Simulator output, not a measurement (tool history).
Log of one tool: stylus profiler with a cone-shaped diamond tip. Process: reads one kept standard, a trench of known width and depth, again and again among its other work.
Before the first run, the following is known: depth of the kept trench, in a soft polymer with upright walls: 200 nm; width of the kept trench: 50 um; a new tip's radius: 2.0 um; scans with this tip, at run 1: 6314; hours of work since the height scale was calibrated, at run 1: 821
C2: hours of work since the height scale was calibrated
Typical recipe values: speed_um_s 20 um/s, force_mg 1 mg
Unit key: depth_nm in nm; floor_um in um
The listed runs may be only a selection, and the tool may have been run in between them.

run 1 hour=0 | speed_um_s=20 force_mg=1 | scans_with_this_tip=6314 C2=821 | depth_nm=201.42 floor_um=47.77
run 2 hour=35.9 | speed_um_s=20 force_mg=1 | scans_with_this_tip=6439 C2=837 | depth_nm=201.53 floor_um=47.75
run 3 hour=80.6 | speed_um_s=20 force_mg=1 | scans_with_this_tip=6593 C2=857 | depth_nm=201.53 floor_um=47.72
run 4 hour=141.4 | speed_um_s=20 force_mg=1 | scans_with_this_tip=6804 C2=885 | depth_nm=201.4 floor_um=47.77
run 5 hour=192.4 | speed_um_s=20 force_mg=1 | scans_with_this_tip=6981 C2=908 | depth_nm=201.49 floor_um=47.71
run 6 hour=237.4 | speed_um_s=20 force_mg=1 | scans_with_this_tip=7137 C2=928 | depth_nm=201.45 floor_um=47.72
run 7 hour=293.5 | speed_um_s=20 force_mg=1 | scans_with_this_tip=7331 C2=953 | depth_nm=201.35 floor_um=47.73
run 8 hour=342.9 | speed_um_s=39 force_mg=1 | scans_with_this_tip=7502 C2=975 | depth_nm=201.5 floor_um=47.65
run 9 hour=392.1 | speed_um_s=39 force_mg=1 | scans_with_this_tip=7672 C2=998 | depth_nm=201.35 floor_um=47.63
run 10 hour=456.9 | speed_um_s=39 force_mg=1 | scans_with_this_tip=7897 C2=1027 | depth_nm=201.21 floor_um=47.63
run 11 hour=514.6 | speed_um_s=39 force_mg=1 | scans_with_this_tip=8096 C2=1053 | depth_nm=201.31 floor_um=47.59
run 12 hour=557.3 | speed_um_s=39 force_mg=1 | scans_with_this_tip=8245 C2=1072 | depth_nm=201.31 floor_um=47.63
run 13 hour=629.6 | speed_um_s=19 force_mg=1 | scans_with_this_tip=8495 C2=1105 | depth_nm=201.27 floor_um=47.68
-- hour=636.1 new tip fitted, height scale calibrated
run 14 hour=671.3 | speed_um_s=19 force_mg=1 | scans_with_this_tip=121 C2=16 | depth_nm=201.92 floor_um=48.16
run 15 hour=736.7 | speed_um_s=19 force_mg=1 | scans_with_this_tip=348 C2=45 | depth_nm=201.89 floor_um=48.11
run 16 hour=780.5 | speed_um_s=11 force_mg=1.37 | scans_with_this_tip=500 C2=65 | depth_nm=202.53 floor_um=48.15
run 17 hour=823.2 | speed_um_s=11 force_mg=1.37 | scans_with_this_tip=648 C2=84 | depth_nm=202.4 floor_um=48.14
run 18 hour=872.4 | speed_um_s=11 force_mg=1.37 | scans_with_this_tip=818 C2=106 | depth_nm=202.37 floor_um=48.12
run 19 hour=915.2 | speed_um_s=60 force_mg=2.16 | scans_with_this_tip=966 C2=126 | depth_nm=203.2 floor_um=47.95
run 20 hour=961.7 | speed_um_s=13 force_mg=0.33 | scans_with_this_tip=1127 C2=147 | depth_nm=200.79 floor_um=48.07
run 21 hour=1028.4 | speed_um_s=27 force_mg=1.05 | scans_with_this_tip=1358 C2=177 | depth_nm=201.88 floor_um=47.97
run 22 hour=1081.2 | speed_um_s=27 force_mg=1.05 | scans_with_this_tip=1541 C2=200 | depth_nm=201.96 floor_um=48.02
run 23 hour=1128.9 | speed_um_s=15 force_mg=0.89 | scans_with_this_tip=1706 C2=222 | depth_nm=201.75 floor_um=48.03
run 24 hour=1159.8 | speed_um_s=56 force_mg=3 | scans_with_this_tip=1814 C2=236 | depth_nm=203.96 floor_um=47.94
run 25 hour=1230.4 | speed_um_s=28 force_mg=2.33 | scans_with_this_tip=2058 C2=268 | depth_nm=203.31 floor_um=47.95
run 26 hour=1272.1 | speed_um_s=28 force_mg=2.33 | scans_with_this_tip=2202 C2=286 | depth_nm=203.17 floor_um=47.98
run 27 hour=1316.7 | speed_um_s=10 force_mg=2.33 | scans_with_this_tip=2357 C2=306 | depth_nm=203.19 floor_um=48.02
run 28 hour=1377.8 | speed_um_s=11 force_mg=1.07 | scans_with_this_tip=2569 C2=334 | depth_nm=201.82 floor_um=48.04
run 29 hour=1429.6 | speed_um_s=7 force_mg=0.35 | scans_with_this_tip=2748 C2=357 | depth_nm=200.79 floor_um=48.05

Table of differences, measured result less the result of that run with no hidden state. Run-to-run variation is the same in both. Gauge scatter possibly is not:
Unlogged tool condition in this case: radius of the tip, um; height scale over the true one, %; drift of the gauge itself on depth_nm, %; drift of the gauge itself on floor_um, %.
run=1 depth_nm=-0.41 floor_um=-0.37
run=2 depth_nm=-0.42 floor_um=-0.38
run=3 depth_nm=-0.43 floor_um=-0.4
run=4 depth_nm=-0.45 floor_um=-0.4
run=5 depth_nm=-0.47 floor_um=-0.41
run=6 depth_nm=-0.48 floor_um=-0.42
run=7 depth_nm=-0.49 floor_um=-0.44
run=8 depth_nm=-0.51 floor_um=-0.45
run=9 depth_nm=-0.51 floor_um=-0.45
run=10 depth_nm=-0.53 floor_um=-0.47
run=11 depth_nm=-0.55 floor_um=-0.48
run=12 depth_nm=-0.56 floor_um=-0.49
run=13 depth_nm=-0.58 floor_um=-0.51
run=14 depth_nm=+0.05 floor_um=-0.03
run=15 depth_nm=+0.03 floor_um=-0.05
run=16 depth_nm=+0.02 floor_um=-0.06
run=17 depth_nm=+0.01 floor_um=-0.07
run=18 depth_nm=+0 floor_um=-0.08
run=19 depth_nm=-0.01 floor_um=-0.09
run=20 depth_nm=-0.03 floor_um=-0.1
run=21 depth_nm=-0.04 floor_um=-0.12
run=22 depth_nm=-0.06 floor_um=-0.13
run=23 depth_nm=-0.07 floor_um=-0.14
run=24 depth_nm=-0.07 floor_um=-0.14
run=25 depth_nm=-0.1 floor_um=-0.16
run=26 depth_nm=-0.11 floor_um=-0.17
run=27 depth_nm=-0.12 floor_um=-0.19
run=28 depth_nm=-0.14 floor_um=-0.2
run=29 depth_nm=-0.15 floor_um=-0.21
